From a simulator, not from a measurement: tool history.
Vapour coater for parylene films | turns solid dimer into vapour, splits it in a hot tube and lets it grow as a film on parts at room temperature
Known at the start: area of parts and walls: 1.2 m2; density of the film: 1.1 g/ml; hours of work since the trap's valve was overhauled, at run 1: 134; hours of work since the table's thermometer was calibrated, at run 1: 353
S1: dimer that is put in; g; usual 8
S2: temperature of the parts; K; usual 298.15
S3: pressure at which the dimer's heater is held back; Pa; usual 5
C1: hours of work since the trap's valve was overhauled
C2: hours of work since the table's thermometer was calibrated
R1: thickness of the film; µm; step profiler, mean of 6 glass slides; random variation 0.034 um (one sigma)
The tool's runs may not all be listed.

run,day,S1,S2,S3,C1,C2,R1
1,0,8,298.15,5,134,353,3.21
2,0.979,9,298.15,5,152,371,3.61
3,2.542,8,298.15,5,180,399,3.2
4,4.046,8,298.15,5,208,427,3.1
5,4.858,8,298.15,5,223,442,3.05
6,6.567,8,298.15,5,254,473,3.1
7,7.9,8,298.15,5,279,498,3.07
8,9.642,8,295.15,5,311,530,3.33
# day 10.546: trap's valve overhauled
9,11.388,8,295.15,5,15,559,3.67
10,13.2,8,304.15,5,49,592,2.78
11,14.633,8,304.15,5,75,618,2.77
12,15.671,8,298.15,5,94,637,3.31
13,17.321,8,298.15,5,124,668,3.19
14,19.088,8,298.15,5,157,700,3.16
15,20.242,8,298.15,5,178,721,3.13
16,21.542,8,297.15,5,202,745,3.23
17,22.838,8,297.15,5,226,769,3.22
18,24.258,8,298.15,4.54,252,795,3.12
19,25.05,10,310.15,2.3,266,809,3.2
20,26.796,8,298.15,2.46,298,841,3.57
21,28.067,7,292.15,5,322,865,3.08
# day 28.442: trap's valve overhauled
22,29.783,9,291.15,8.26,25,893,4.08
23,30.796,4,295.15,8.55,43,912,1.56
24,32.575,3,295.15,9.86,76,945,1.15
25,33.779,14,292.15,6.72,98,967,6.39
26,34.792,6,304.15,9.99,117,985,1.69
27,36.358,8,295.15,5,145,1014,3.54
28,37.675,8,303.15,5,169,1038,2.66
29,38.596,8,298.15,4.66,186,1055,3.17
30,40.2,4,302.15,8.45,216,1084,1.22

Measured less the same run without the tool's hidden state. The same run-to-run variation is in both; the gauge's scatter may not be:
The hidden state here: vapour lost through the trap's worn valve, %; true temperature of the parts over the reading, C; drift of the gauge itself on film_um, %.
run,R1
1,-0.18
2,-0.23
3,-0.25
4,-0.28
5,-0.3
6,-0.34
7,-0.36
8,-0.44
9,-0.06
10,-0.08
11,-0.11
12,-0.16
13,-0.19
14,-0.23
15,-0.26
16,-0.31
17,-0.34
18,-0.37
19,-0.39
20,-0.49
21,-0.46
22,-0.12
23,-0.06
24,-0.05
25,-0.38
26,-0.11
27,-0.27
28,-0.24
29,-0.3
30,-0.13
